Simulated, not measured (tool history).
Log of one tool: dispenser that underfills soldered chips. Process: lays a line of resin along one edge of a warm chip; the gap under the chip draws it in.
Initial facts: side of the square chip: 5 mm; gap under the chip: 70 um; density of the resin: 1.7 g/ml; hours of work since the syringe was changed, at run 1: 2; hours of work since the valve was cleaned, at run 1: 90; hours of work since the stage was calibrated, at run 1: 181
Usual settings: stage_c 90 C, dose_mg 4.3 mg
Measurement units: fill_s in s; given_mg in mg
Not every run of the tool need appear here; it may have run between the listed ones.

| run | hour | stage_c | dose_mg | hours of work since the syringe was changed | hours of work since the valve was cleaned | hours of work since the stage was calibrated | fill_s | given_mg |
|---|---|---|---|---|---|---|---|---|
| 1 | 0 | 90 | 4.3 | 2 | 90 | 181 | 12.4 | 4.05 |
| 2 | 6.8 | 102 | 4.3 | 6 | 95 | 185 | 12.6 | 4.03 |
|  | 14.4 | new syringe of resin |
| 3 | 14.6 | 102 | 4.3 | 0 | 100 | 190 | 7 | 4.06 |
| 4 | 26.2 | 90 | 4.11 | 8 | 108 | 198 | 21.9 | 3.85 |
|  | 31.1 | new syringe of resin |
| 5 | 37.9 | 90 | 4.06 | 5 | 116 | 206 | 16.2 | 3.79 |
|  | 47.4 | new syringe of resin |
| 6 | 49.4 | 90 | 4.06 | 1 | 123 | 213 | 12.6 | 3.77 |
| 7 | 59.9 | 90 | 3.9 | 9 | 130 | 221 | 23.3 | 3.62 |
|  | 63.8 | new syringe of resin |
| 8 | 72.3 | 90 | 4.11 | 6 | 139 | 229 | 18.8 | 3.77 |
|  | 80.2 | dispensing valve cleaned and set on the balance |
|  | 81 | new syringe of resin |
| 9 | 84.7 | 90 | 5.29 | 2 | 3 | 236 | 12.6 | 5.27 |
|  | 97.5 | new syringe of resin |
| 10 | 97.5 | 90 | 4.91 | 0 | 11 | 245 | 10.7 | 4.86 |
| 11 | 107.1 | 90 | 4.91 | 7 | 18 | 251 | 18.3 | 4.86 |
|  | 114.2 | new syringe of resin |
| 12 | 116.5 | 90 | 3.82 | 2 | 24 | 257 | 12.9 | 3.74 |
| 13 | 126.5 | 90 | 3.82 | 8 | 31 | 264 | 22.1 | 3.8 |
|  | 130.9 | new syringe of resin |
| 14 | 132.8 | 90 | 3.82 | 1 | 35 | 268 | 12 | 3.72 |
| 15 | 141.8 | 98 | 3.82 | 7 | 41 | 274 | 15.2 | 3.79 |
|  | 147.2 | new syringe of resin |
| 16 | 151.9 | 98 | 3.82 | 3 | 48 | 281 | 10.6 | 3.72 |
| 17 | 158.3 | 90 | 4.81 | 7 | 52 | 285 | 19.1 | 4.71 |
|  | 164.2 | new syringe of resin |
| 18 | 167.9 | 91 | 4.41 | 2 | 58 | 292 | 12.1 | 4.32 |
| 19 | 174 | 91 | 4.41 | 7 | 62 | 296 | 17 | 4.3 |
|  | 180.5 | new syringe of resin |
| 20 | 184.2 | 91 | 4.41 | 2 | 69 | 303 | 13 | 4.25 |
| 21 | 194.9 | 91 | 4.41 | 10 | 76 | 310 | 22.7 | 4.19 |
|  | 197.1 | new syringe of resin |
| 22 | 208.2 | 91 | 4.41 | 8 | 85 | 319 | 19.9 | 4.19 |
|  | 214.1 | new syringe of resin |
| 23 | 216.2 | 90 | 3.73 | 1 | 90 | 324 | 13.2 | 3.56 |
| 24 | 221.7 | 90 | 3.73 | 5 | 94 | 328 | 16.4 | 3.57 |
|  | 230.7 | new syringe of resin |
| 25 | 231.8 | 90 | 3.73 | 1 | 101 | 334 | 12.1 | 3.55 |
| 26 | 243.2 | 87 | 4.5 | 9 | 109 | 342 | 23.7 | 4.3 |
|  | 246 | stage's temperature calibrated |
|  | 248.9 | new syringe of resin |
| 27 | 257.6 | 90 | 4.51 | 6 | 118 | 8 | 18.5 | 4.23 |
| 28 | 263.5 | 97 | 4.72 | 10 | 122 | 12 | 20.6 | 4.36 |
|  | 265.8 | new syringe of resin |
| 29 | 273.5 | 87 | 4.5 | 5 | 128 | 18 | 18.2 | 4.18 |
|  | 282.4 | new syringe of resin |
| 30 | 283.3 | 85 | 4.76 | 1 | 135 | 25 | 14.2 | 4.4 |
| 31 | 294.2 | 75 | 4.98 | 8 | 142 | 32 | 37.7 | 4.53 |
|  | 297.4 | dispensing valve cleaned and set on the balance |
|  | 300 | new syringe of resin |
| 32 | 305 | 75 | 4.79 | 3 | 5 | 39 | 24.8 | 4.81 |
| 33 | 311.2 | 75 | 4.79 | 8 | 9 | 43 | 36.3 | 4.81 |

4 ways to go on from here, each from the tool as it stands after run 33. What would each give?
|  | 316.7 | new syringe of resin |
| A | 323.6 | 90 | 3.85 | 5 | 17 | 51 | ? | ? |
|  | 316.7 | new syringe of resin |
| B | 323.6 | 99 | 4.74 | 5 | 17 | 51 | ? | ? |
|  | 316.7 | new syringe of resin |
| C | 323.6 | 90 | 3.96 | 5 | 17 | 51 | ? | ? |
|  | 316.7 | new syringe of resin |
| D | 323.6 | 91 | 4.2 | 5 | 17 | 51 | ? | ? |

| run | fill_s | given_mg |
|---|---|---|
| A | 16.8 | 3.86 |
| B | 11.6 | 4.77 |
| C | 16.2 | 3.92 |
| D | 15.9 | 4.18 |
With the hidden condition removed and each run's random variation left untouched, the same runs would have given:
| run | fill_s | given_mg |
|---|---|---|
| A | 11.6 | 3.88 |
| B | 7.9 | 4.79 |
| C | 11.1 | 3.94 |
| D | 10.9 | 4.2 |
